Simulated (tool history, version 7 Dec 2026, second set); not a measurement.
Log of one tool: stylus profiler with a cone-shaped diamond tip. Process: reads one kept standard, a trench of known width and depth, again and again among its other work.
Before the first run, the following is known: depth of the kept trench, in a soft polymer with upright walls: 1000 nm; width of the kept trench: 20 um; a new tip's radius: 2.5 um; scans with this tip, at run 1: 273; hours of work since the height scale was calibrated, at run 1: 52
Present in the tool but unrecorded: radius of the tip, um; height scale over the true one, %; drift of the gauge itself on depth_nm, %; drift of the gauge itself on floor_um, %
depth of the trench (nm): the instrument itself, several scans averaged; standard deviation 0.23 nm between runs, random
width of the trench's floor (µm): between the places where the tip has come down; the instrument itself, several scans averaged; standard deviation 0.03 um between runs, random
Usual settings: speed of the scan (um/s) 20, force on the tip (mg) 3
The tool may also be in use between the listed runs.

run     day  speed of the scan (um/s)  force on the tip (mg)  scans with this tip  hours of work since the height scale was calibrated  depth of the trench (nm)  width of the trench's floor (µm)
  1       0                        20                      3                  273                                                   52                    1013.1                             15.97
  2   0.767                        20                      3                  320                                                   60                   1013.01                             15.96
  3   1.304                        20                      3                  353                                                   67                    1013.3                             15.93
  4   1.729                        20                      3                  379                                                   72                   1012.43                             15.96
  5    2.45                        14                      3                  423                                                   80                   1013.47                             15.94
  6   2.783                        14                      3                  444                                                   84                   1013.13                             16.01
  7   3.312                        20                   1.84                  476                                                   90                   1009.48                             15.91
  8   4.033                        71                      3                  520                                                   98                   1012.63                             15.72
  9   4.725                        17                      3                  563                                                  106                   1013.35                             15.98
 10   5.321                        17                      3                  599                                                  113                   1012.81                             15.93
 11   5.725                        17                      3                  624                                                  118                   1013.07                             15.89
 12   6.462                        17                      3                  669                                                  126                   1013.08                             15.88
 13   7.108                        17                      3                  709                                                  134                   1013.23                             15.91
 14   7.729                        17                      3                  747                                                  141                   1013.12                             15.94
 15    8.45                        17                      3                  791                                                  149                   1012.88                             15.93
 16   9.129                        17                      3                  833                                                  157                   1013.15                             15.85
 17   9.554                        61                   1.49                  859                                                  162                   1008.09                             15.59
 18  10.004                         9                   1.49                  887                                                  167                   1007.85                              15.9
 19  10.504                         9                   1.49                  917                                                  173                   1007.85                             15.86
 20  11.204                        45                    1.2                  960                                                  181                   1006.69                             15.64
 21  11.562                         7                   2.51                  982                                                  186                   1011.56                             15.91
 22  12.008                        48                   6.16                 1010                                                  191                   1021.48                             15.76
 23  12.617                        40                   2.75                 1047                                                  198                   1012.13                             15.74
 24  13.088                        10                   3.65                 1076                                                  203                   1014.89                             15.88
 25  13.804                        10                   3.65                 1120                                                  212                   1014.88                             15.88

4 options for the next run, each taken on its own from the tool as it stands now. Forecast them:
  A  14.25                        42                      3                 1147                                                  217                         ?                                 ?
  B  14.25                        29                   5.46                 1147                                                  217                         ?                                 ?
  C  14.25                        47                   3.37                 1147                                                  217                         ?                                 ?
  D  14.25                         7                   3.65                 1147                                                  217                         ?                                 ?

run  depth of the trench (nm)  width of the trench's floor (µm)
  A                   1012.66                             15.71
  B                   1019.51                             15.85
  C                   1013.74                             15.72
  D                   1014.86                             15.95
With the hidden condition removed and each run's random variation left untouched, the same runs would have given:
run  depth of the trench (nm)  width of the trench's floor (µm)
  A                    1013.3                             15.79
  B                   1020.15                             15.93
  C                   1014.38                              15.8
  D                    1015.5                             16.02

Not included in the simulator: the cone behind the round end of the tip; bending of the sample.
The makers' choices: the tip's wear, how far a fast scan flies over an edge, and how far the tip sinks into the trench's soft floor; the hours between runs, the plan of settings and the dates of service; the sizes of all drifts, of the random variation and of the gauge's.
